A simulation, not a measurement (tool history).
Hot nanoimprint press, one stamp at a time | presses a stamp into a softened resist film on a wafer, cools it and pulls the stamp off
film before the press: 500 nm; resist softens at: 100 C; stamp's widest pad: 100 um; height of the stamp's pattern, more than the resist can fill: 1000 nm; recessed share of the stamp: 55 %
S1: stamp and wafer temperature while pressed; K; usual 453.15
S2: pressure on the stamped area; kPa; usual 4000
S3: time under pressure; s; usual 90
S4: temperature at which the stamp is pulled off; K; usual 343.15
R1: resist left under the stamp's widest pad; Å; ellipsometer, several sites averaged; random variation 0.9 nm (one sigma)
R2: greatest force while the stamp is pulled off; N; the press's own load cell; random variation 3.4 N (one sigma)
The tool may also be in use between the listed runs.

{"run": 1, "hour": 0.0, "S1": 453.15, "S2": 4000, "S3": 90, "S4": 343.15, "R1": 1925, "R2": 249}
{"run": 2, "hour": 17.5, "S1": 453.15, "S2": 5490, "S3": 90, "S4": 343.15, "R1": 1618, "R2": 261}
{"run": 3, "hour": 30.5, "S1": 453.15, "S2": 5490, "S3": 90, "S4": 343.15, "R1": 1634, "R2": 262}
{"run": 4, "hour": 46.2, "S1": 453.15, "S2": 5490, "S3": 90, "S4": 343.15, "R1": 1624, "R2": 251}
{"run": 5, "hour": 60.6, "S1": 453.15, "S2": 5490, "S3": 90, "S4": 343.15, "R1": 1632, "R2": 252}
{"run": 6, "hour": 76.0, "S1": 453.15, "S2": 4000, "S3": 90, "S4": 343.15, "R1": 1936, "R2": 267}
{"hour": 83.5, "done": "stamp cleaned and given a new release coat"}
{"run": 7, "hour": 94.3, "S1": 453.15, "S2": 4000, "S3": 90, "S4": 343.15, "R1": 1932, "R2": 168}
{"run": 8, "hour": 118.2, "S1": 453.15, "S2": 4000, "S3": 90, "S4": 343.15, "R1": 1962, "R2": 172}
{"run": 9, "hour": 141.1, "S1": 453.15, "S2": 4000, "S3": 90, "S4": 343.15, "R1": 1957, "R2": 179}
{"run": 10, "hour": 160.4, "S1": 453.15, "S2": 4000, "S3": 90, "S4": 343.15, "R1": 1947, "R2": 187}
{"hour": 172.2, "done": "plate thermocouple calibrated"}
{"run": 11, "hour": 185.9, "S1": 453.15, "S2": 4000, "S3": 90, "S4": 343.15, "R1": 1990, "R2": 178}
{"run": 12, "hour": 201.7, "S1": 453.15, "S2": 4000, "S3": 90, "S4": 343.15, "R1": 1987, "R2": 188}
{"run": 13, "hour": 220.3, "S1": 453.15, "S2": 4000, "S3": 90, "S4": 343.15, "R1": 1992, "R2": 191}
{"run": 14, "hour": 244.5, "S1": 453.15, "S2": 4000, "S3": 90, "S4": 341.15, "R1": 1989, "R2": 199}
{"hour": 248.7, "done": "plate thermocouple calibrated, once more"}
{"run": 15, "hour": 265.8, "S1": 453.15, "S2": 4000, "S3": 90, "S4": 341.15, "R1": 1891, "R2": 207}
{"run": 16, "hour": 280.4, "S1": 443.15, "S2": 5210, "S3": 177, "S4": 343.15, "R1": 2098, "R2": 190}
{"run": 17, "hour": 293.9, "S1": 443.15, "S2": 5210, "S3": 177, "S4": 343.15, "R1": 2105, "R2": 198}
{"run": 18, "hour": 306.3, "S1": 443.15, "S2": 2880, "S3": 69, "S4": 343.15, "R1": 3575, "R2": 198}
{"run": 19, "hour": 320.8, "S1": 455.15, "S2": 6300, "S3": 117, "S4": 334.15, "R1": 1228, "R2": 233}
{"run": 20, "hour": 339.8, "S1": 453.15, "S2": 4000, "S3": 100, "S4": 343.15, "R1": 1844, "R2": 203}
{"run": 21, "hour": 362.2, "S1": 453.15, "S2": 4000, "S3": 100, "S4": 343.15, "R1": 1856, "R2": 204}
{"run": 22, "hour": 380.9, "S1": 453.15, "S2": 3000, "S3": 106, "S4": 343.15, "R1": 2105, "R2": 211}
{"run": 23, "hour": 404.6, "S1": 464.15, "S2": 5730, "S3": 106, "S4": 343.15, "R1": 895, "R2": 219}
{"run": 24, "hour": 417.2, "S1": 464.15, "S2": 5730, "S3": 106, "S4": 343.15, "R1": 905, "R2": 215}
{"run": 25, "hour": 436.0, "S1": 464.15, "S2": 5730, "S3": 106, "S4": 343.15, "R1": 912, "R2": 226}
{"run": 26, "hour": 459.3, "S1": 446.15, "S2": 3990, "S3": 106, "S4": 347.15, "R1": 2529, "R2": 207}
{"run": 27, "hour": 475.5, "S1": 458.15, "S2": 4570, "S3": 164, "S4": 347.15, "R1": 1151, "R2": 208}
{"run": 28, "hour": 486.8, "S1": 453.15, "S2": 2530, "S3": 90, "S4": 342.15, "R1": 2453, "R2": 238}
{"run": 29, "hour": 509.9, "S1": 450.15, "S2": 2540, "S3": 90, "S4": 333.15, "R1": 2789, "R2": 279}

4 ways to go on from here, each from the tool as it stands after run 29. What would each give?
{"run": "A", "hour": 532.5, "S1": 450.15, "S2": 3830, "S3": 90, "S4": 343.15, "R1": "?", "R2": "?"}
{"run": "B", "hour": 532.5, "S1": 450.15, "S2": 5400, "S3": 155, "S4": 330.15, "R1": "?", "R2": "?"}
{"run": "C", "hour": 532.5, "S1": 452.15, "S2": 4000, "S3": 90, "S4": 342.15, "R1": "?", "R2": "?"}
{"run": "D", "hour": 532.5, "S1": 453.15, "S2": 4070, "S3": 90, "S4": 338.15, "R1": "?", "R2": "?"}

run=A R1=2300 R2=227
run=B R1=1586 R2=302
run=C R1=2056 R2=235
run=D R1=1940 R2=260
Without the tool's hidden state the same runs would have given:
run=A R1=2182 R2=157
run=B R1=1485 R2=210
run=C R1=1946 R2=163
run=D R1=1835 R2=180

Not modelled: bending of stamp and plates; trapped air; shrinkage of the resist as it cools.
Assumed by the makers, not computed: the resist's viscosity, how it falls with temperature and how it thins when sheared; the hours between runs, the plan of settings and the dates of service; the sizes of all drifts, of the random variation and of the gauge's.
